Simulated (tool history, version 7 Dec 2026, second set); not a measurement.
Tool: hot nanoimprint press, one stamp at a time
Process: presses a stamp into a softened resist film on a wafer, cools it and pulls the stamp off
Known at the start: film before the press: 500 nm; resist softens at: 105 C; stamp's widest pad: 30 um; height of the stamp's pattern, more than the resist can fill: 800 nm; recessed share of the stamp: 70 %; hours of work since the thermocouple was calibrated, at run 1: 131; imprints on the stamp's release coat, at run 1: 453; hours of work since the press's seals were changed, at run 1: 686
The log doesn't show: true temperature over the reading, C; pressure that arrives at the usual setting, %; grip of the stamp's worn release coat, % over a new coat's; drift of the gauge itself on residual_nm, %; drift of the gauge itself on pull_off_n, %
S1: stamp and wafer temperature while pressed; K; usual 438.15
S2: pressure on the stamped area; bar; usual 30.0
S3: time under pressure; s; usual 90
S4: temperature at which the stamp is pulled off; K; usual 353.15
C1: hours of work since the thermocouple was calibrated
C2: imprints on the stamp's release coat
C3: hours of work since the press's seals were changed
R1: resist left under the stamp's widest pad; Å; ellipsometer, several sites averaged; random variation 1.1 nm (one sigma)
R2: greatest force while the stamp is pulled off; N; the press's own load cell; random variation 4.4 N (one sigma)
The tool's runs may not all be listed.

| run | hour | S1 | S2 | S3 | S4 | C1 | C2 | C3 | R1 | R2 |
|---|---|---|---|---|---|---|---|---|---|---|
| 1 | 0.0 | 438.15 | 30.0 | 90 | 353.15 | 131 | 453 | 686 | 1918 | 219 |
| 2 | 32.6 | 438.15 | 30.0 | 78 | 353.15 | 151 | 574 | 706 | 2012 | 221 |
| 3 | 61.1 | 438.15 | 30.0 | 90 | 353.15 | 169 | 680 | 723 | 1917 | 219 |
| 4 | 81.9 | 438.15 | 30.0 | 90 | 353.15 | 181 | 758 | 736 | 1932 | 211 |
|  | 100.2 | stamp cleaned and given a new release coat |
| 5 | 119.9 | 438.15 | 30.0 | 90 | 353.15 | 201 | 74 | 756 | 1918 | 214 |
| 6 | 157.5 | 438.15 | 30.0 | 82 | 353.15 | 223 | 214 | 778 | 1971 | 214 |
| 7 | 173.6 | 434.15 | 30.0 | 82 | 353.15 | 233 | 274 | 788 | 2325 | 221 |
| 8 | 205.4 | 434.15 | 30.0 | 82 | 353.15 | 253 | 392 | 807 | 2312 | 215 |
| 9 | 240.8 | 434.15 | 30.0 | 82 | 353.15 | 274 | 524 | 829 | 2314 | 217 |
| 10 | 266.0 | 433.15 | 18.5 | 89 | 353.15 | 289 | 618 | 844 | 2945 | 220 |
| 11 | 303.7 | 433.15 | 18.5 | 89 | 353.15 | 312 | 758 | 867 | 2948 | 214 |
|  | 321.0 | stamp cleaned and given a new release coat |
| 12 | 331.9 | 438.15 | 30.0 | 90 | 354.15 | 326 | 41 | 881 | 1910 | 206 |
| 13 | 364.9 | 438.15 | 30.0 | 58 | 350.15 | 346 | 164 | 901 | 2233 | 231 |

Forecast run 14:
| 14 | 383.2 | 438.15 | 21.3 | 46 | 347.15 | 357 | 232 | 912 | ? | ? |

{"run 14": {"R1": 2854, "R2": 250}}
Without the tool's hidden state the same run would have given R1 2855 Å, R2 249 N.

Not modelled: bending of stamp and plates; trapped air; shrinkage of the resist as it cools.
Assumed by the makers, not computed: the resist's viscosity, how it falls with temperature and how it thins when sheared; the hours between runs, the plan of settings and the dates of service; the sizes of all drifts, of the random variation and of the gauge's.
